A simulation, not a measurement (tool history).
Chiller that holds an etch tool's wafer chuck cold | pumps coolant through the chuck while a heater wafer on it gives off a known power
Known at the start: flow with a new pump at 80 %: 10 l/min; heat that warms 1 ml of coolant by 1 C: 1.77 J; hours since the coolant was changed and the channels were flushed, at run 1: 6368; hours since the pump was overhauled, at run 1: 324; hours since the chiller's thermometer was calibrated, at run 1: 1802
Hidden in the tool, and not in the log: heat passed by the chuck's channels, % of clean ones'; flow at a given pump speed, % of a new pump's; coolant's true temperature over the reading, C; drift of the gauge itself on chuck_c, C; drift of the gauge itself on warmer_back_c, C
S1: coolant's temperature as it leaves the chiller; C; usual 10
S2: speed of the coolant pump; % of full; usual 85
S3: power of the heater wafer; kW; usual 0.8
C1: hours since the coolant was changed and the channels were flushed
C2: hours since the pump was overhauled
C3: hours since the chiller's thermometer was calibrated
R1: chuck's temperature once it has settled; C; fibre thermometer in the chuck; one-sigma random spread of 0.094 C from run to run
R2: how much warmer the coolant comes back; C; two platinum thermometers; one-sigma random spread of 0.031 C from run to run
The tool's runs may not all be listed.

run,day,S1,S2,S3,C1,C2,C3,R1,R2
1,0,10,85,0.8,6368,324,1802,17.58,2.57
2,0.646,10,85,0.8,6384,340,1818,17.43,2.59
3,1.512,10,85,0.8,6405,361,1838,17.46,2.63
4,2.154,10,85,0.8,6420,376,1854,17.56,2.57
5,3.396,10,85,0.8,6450,406,1883,17.41,2.59
6,4.121,10,85,0.8,6467,423,1901,17.51,2.54
7,5.1,16,93,0.525,6491,447,1924,20.7,1.55
8,6.046,7,93,0.525,6513,470,1947,11.7,1.52
9,7.4,8,70,0.8,6546,502,1980,16.53,3.06
10,8.742,10,75,0.8,6578,534,2012,18.36,2.97
# day 9.342: coolant changed, channels flushed
11,9.804,10,75,0.8,11,554,2031,17.47,2.88
12,10.462,10,75,1.088,27,570,2047,20.36,3.99

3 ways to go on from here, each from the tool as it stands after run 12. What would each give?
A,11.6,6,75,1.088,54,597,2074,?,?
B,11.6,10,68,0.558,54,597,2074,?,?
C,11.6,14,85,0.8,54,597,2074,?,?

run,R1,R2
A,16.27,3.98
B,15.4,2.22
C,20.93,2.55
The same runs, with their run-to-run variation unchanged, on a tool lacking any hidden condition would have given:
run,R1,R2
A,16.38,3.96
B,15.53,2.21
C,21.05,2.54
